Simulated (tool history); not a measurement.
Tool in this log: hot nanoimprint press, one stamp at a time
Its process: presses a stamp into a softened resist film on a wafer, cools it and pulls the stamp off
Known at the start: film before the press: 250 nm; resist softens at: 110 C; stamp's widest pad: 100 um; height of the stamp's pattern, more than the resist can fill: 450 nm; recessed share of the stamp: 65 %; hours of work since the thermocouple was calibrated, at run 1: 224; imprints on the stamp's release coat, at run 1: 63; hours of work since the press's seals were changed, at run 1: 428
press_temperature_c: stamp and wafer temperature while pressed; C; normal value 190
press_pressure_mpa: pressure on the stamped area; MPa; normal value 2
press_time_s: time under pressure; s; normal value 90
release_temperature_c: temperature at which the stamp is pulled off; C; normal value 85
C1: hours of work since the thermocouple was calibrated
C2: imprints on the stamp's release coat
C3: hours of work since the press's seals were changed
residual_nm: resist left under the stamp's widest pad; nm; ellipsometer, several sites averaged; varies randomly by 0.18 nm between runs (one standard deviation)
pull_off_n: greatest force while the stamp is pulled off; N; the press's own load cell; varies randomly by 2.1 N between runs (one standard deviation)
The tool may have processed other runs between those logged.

{"run": 1, "hour": 0.0, "press_temperature_c": 190, "press_pressure_mpa": 2, "press_time_s": 90, "release_temperature_c": 85, "C1": 224, "C2": 63, "C3": 428, "residual_nm": 140.8, "pull_off_n": 204}
{"run": 2, "hour": 56.2, "press_temperature_c": 190, "press_pressure_mpa": 2, "press_time_s": 79, "release_temperature_c": 85, "C1": 252, "C2": 248, "C3": 456, "residual_nm": 145.4, "pull_off_n": 206}
{"hour": 90.7, "done": "plate thermocouple calibrated"}
{"run": 3, "hour": 111.7, "press_temperature_c": 190, "press_pressure_mpa": 2, "press_time_s": 90, "release_temperature_c": 85, "C1": 10, "C2": 421, "C3": 482, "residual_nm": 145.4, "pull_off_n": 214}
{"run": 4, "hour": 165.0, "press_temperature_c": 190, "press_pressure_mpa": 2, "press_time_s": 90, "release_temperature_c": 85, "C1": 37, "C2": 597, "C3": 508, "residual_nm": 145.1, "pull_off_n": 217}
{"run": 5, "hour": 197.4, "press_temperature_c": 190, "press_pressure_mpa": 2, "press_time_s": 90, "release_temperature_c": 85, "C1": 53, "C2": 704, "C3": 524, "residual_nm": 144.8, "pull_off_n": 214}
{"run": 6, "hour": 230.4, "press_temperature_c": 190, "press_pressure_mpa": 2, "press_time_s": 90, "release_temperature_c": 85, "C1": 69, "C2": 812, "C3": 541, "residual_nm": 144.4, "pull_off_n": 221}
{"run": 7, "hour": 263.1, "press_temperature_c": 190, "press_pressure_mpa": 2, "press_time_s": 90, "release_temperature_c": 85, "C1": 85, "C2": 920, "C3": 557, "residual_nm": 144.3, "pull_off_n": 221}
{"hour": 319.3, "done": "press's hydraulic seals changed and the load cell set to zero"}
{"run": 8, "hour": 324.6, "press_temperature_c": 197, "press_pressure_mpa": 2, "press_time_s": 90, "release_temperature_c": 85, "C1": 112, "C2": 1096, "C3": 3, "residual_nm": 118.7, "pull_off_n": 229}
{"run": 9, "hour": 355.4, "press_temperature_c": 197, "press_pressure_mpa": 2, "press_time_s": 90, "release_temperature_c": 85, "C1": 127, "C2": 1198, "C3": 18, "residual_nm": 118.3, "pull_off_n": 229}
{"run": 10, "hour": 409.5, "press_temperature_c": 190, "press_pressure_mpa": 2, "press_time_s": 98, "release_temperature_c": 85, "C1": 154, "C2": 1376, "C3": 45, "residual_nm": 137.7, "pull_off_n": 235}
{"run": 11, "hour": 440.5, "press_temperature_c": 190, "press_pressure_mpa": 2, "press_time_s": 98, "release_temperature_c": 85, "C1": 170, "C2": 1479, "C3": 60, "residual_nm": 137.5, "pull_off_n": 235}
{"run": 12, "hour": 472.8, "press_temperature_c": 190, "press_pressure_mpa": 2, "press_time_s": 98, "release_temperature_c": 85, "C1": 186, "C2": 1585, "C3": 76, "residual_nm": 136.9, "pull_off_n": 237}
{"hour": 497.8, "done": "stamp cleaned and given a new release coat"}
{"run": 13, "hour": 518.1, "press_temperature_c": 190, "press_pressure_mpa": 3.07, "press_time_s": 98, "release_temperature_c": 85, "C1": 205, "C2": 66, "C3": 96, "residual_nm": 108.8, "pull_off_n": 204}
{"run": 14, "hour": 542.0, "press_temperature_c": 190, "press_pressure_mpa": 3.07, "press_time_s": 98, "release_temperature_c": 85, "C1": 217, "C2": 145, "C3": 107, "residual_nm": 108.4, "pull_off_n": 204}
{"run": 15, "hour": 565.1, "press_temperature_c": 190, "press_pressure_mpa": 3.07, "press_time_s": 98, "release_temperature_c": 85, "C1": 228, "C2": 222, "C3": 119, "residual_nm": 108.6, "pull_off_n": 207}
{"run": 16, "hour": 593.1, "press_temperature_c": 190, "press_pressure_mpa": 2, "press_time_s": 172, "release_temperature_c": 85, "C1": 242, "C2": 314, "C3": 133, "residual_nm": 115.1, "pull_off_n": 205}
{"run": 17, "hour": 639.4, "press_temperature_c": 190, "press_pressure_mpa": 2, "press_time_s": 172, "release_temperature_c": 85, "C1": 265, "C2": 467, "C3": 156, "residual_nm": 114.8, "pull_off_n": 212}
{"hour": 647.4, "done": "plate thermocouple calibrated"}
{"run": 18, "hour": 691.4, "press_temperature_c": 202, "press_pressure_mpa": 3.11, "press_time_s": 61, "release_temperature_c": 89, "C1": 22, "C2": 628, "C3": 180, "residual_nm": 93.4, "pull_off_n": 211}
{"run": 19, "hour": 742.0, "press_temperature_c": 202, "press_pressure_mpa": 2.22, "press_time_s": 61, "release_temperature_c": 89, "C1": 47, "C2": 795, "C3": 205, "residual_nm": 113.4, "pull_off_n": 213}
{"run": 20, "hour": 769.7, "press_temperature_c": 188, "press_pressure_mpa": 3.15, "press_time_s": 149, "release_temperature_c": 86, "C1": 61, "C2": 886, "C3": 219, "residual_nm": 101.4, "pull_off_n": 216}
{"run": 21, "hour": 803.6, "press_temperature_c": 188, "press_pressure_mpa": 3.15, "press_time_s": 149, "release_temperature_c": 86, "C1": 78, "C2": 998, "C3": 236, "residual_nm": 101.4, "pull_off_n": 222}
{"run": 22, "hour": 832.2, "press_temperature_c": 184, "press_pressure_mpa": 2, "press_time_s": 57, "release_temperature_c": 74, "C1": 92, "C2": 1092, "C3": 250, "residual_nm": 183.9, "pull_off_n": 248}
{"run": 23, "hour": 870.4, "press_temperature_c": 189, "press_pressure_mpa": 1.34, "press_time_s": 90, "release_temperature_c": 85, "C1": 111, "C2": 1218, "C3": 269, "residual_nm": 174.7, "pull_off_n": 229}
{"run": 24, "hour": 895.0, "press_temperature_c": 189, "press_pressure_mpa": 1.34, "press_time_s": 90, "release_temperature_c": 85, "C1": 123, "C2": 1299, "C3": 281, "residual_nm": 174.7, "pull_off_n": 233}
{"run": 25, "hour": 941.9, "press_temperature_c": 187, "press_pressure_mpa": 2.94, "press_time_s": 135, "release_temperature_c": 75, "C1": 146, "C2": 1454, "C3": 304, "residual_nm": 111.8, "pull_off_n": 258}
{"run": 26, "hour": 974.4, "press_temperature_c": 190, "press_pressure_mpa": 2.97, "press_time_s": 122, "release_temperature_c": 73, "C1": 162, "C2": 1561, "C3": 321, "residual_nm": 104.8, "pull_off_n": 263}
{"hour": 1008.1, "done": "stamp cleaned and given a new release coat"}
{"run": 27, "hour": 1026.5, "press_temperature_c": 187, "press_pressure_mpa": 2.52, "press_time_s": 160, "release_temperature_c": 78, "C1": 185, "C2": 61, "C3": 343, "residual_nm": 114.6, "pull_off_n": 217}
{"run": 28, "hour": 1081.0, "press_temperature_c": 187, "press_pressure_mpa": 3.02, "press_time_s": 160, "release_temperature_c": 71, "C1": 212, "C2": 241, "C3": 370, "residual_nm": 103.4, "pull_off_n": 232}
{"run": 29, "hour": 1110.4, "press_temperature_c": 187, "press_pressure_mpa": 3.02, "press_time_s": 160, "release_temperature_c": 71, "C1": 227, "C2": 338, "C3": 385, "residual_nm": 103.1, "pull_off_n": 236}

Each row is a separate what-if for the run after 29, all from the same tool condition, not one after another. Results?
{"run": "A", "hour": 1166.8, "press_temperature_c": 191, "press_pressure_mpa": 3.05, "press_time_s": 59, "release_temperature_c": 85, "C1": 255, "C2": 524, "C3": 413, "residual_nm": "?", "pull_off_n": "?"}
{"run": "B", "hour": 1166.8, "press_temperature_c": 187, "press_pressure_mpa": 1.6, "press_time_s": 160, "release_temperature_c": 71, "C1": 255, "C2": 524, "C3": 413, "residual_nm": "?", "pull_off_n": "?"}
{"run": "C", "hour": 1166.8, "press_temperature_c": 190, "press_pressure_mpa": 2, "press_time_s": 90, "release_temperature_c": 81, "C1": 255, "C2": 524, "C3": 413, "residual_nm": "?", "pull_off_n": "?"}
{"run": "D", "hour": 1166.8, "press_temperature_c": 190, "press_pressure_mpa": 1.34, "press_time_s": 72, "release_temperature_c": 85, "C1": 255, "C2": 524, "C3": 413, "residual_nm": "?", "pull_off_n": "?"}

run=A residual_nm=125.8 pull_off_n=209
run=B residual_nm=143.8 pull_off_n=238
run=C residual_nm=140.8 pull_off_n=218
run=D residual_nm=178.2 pull_off_n=212
The same runs, with their run-to-run variation unchanged, on a tool lacking any hidden condition would have given:
run=A residual_nm=126.6 pull_off_n=199
run=B residual_nm=146.9 pull_off_n=227
run=C residual_nm=143.1 pull_off_n=208
run=D residual_nm=181.2 pull_off_n=202
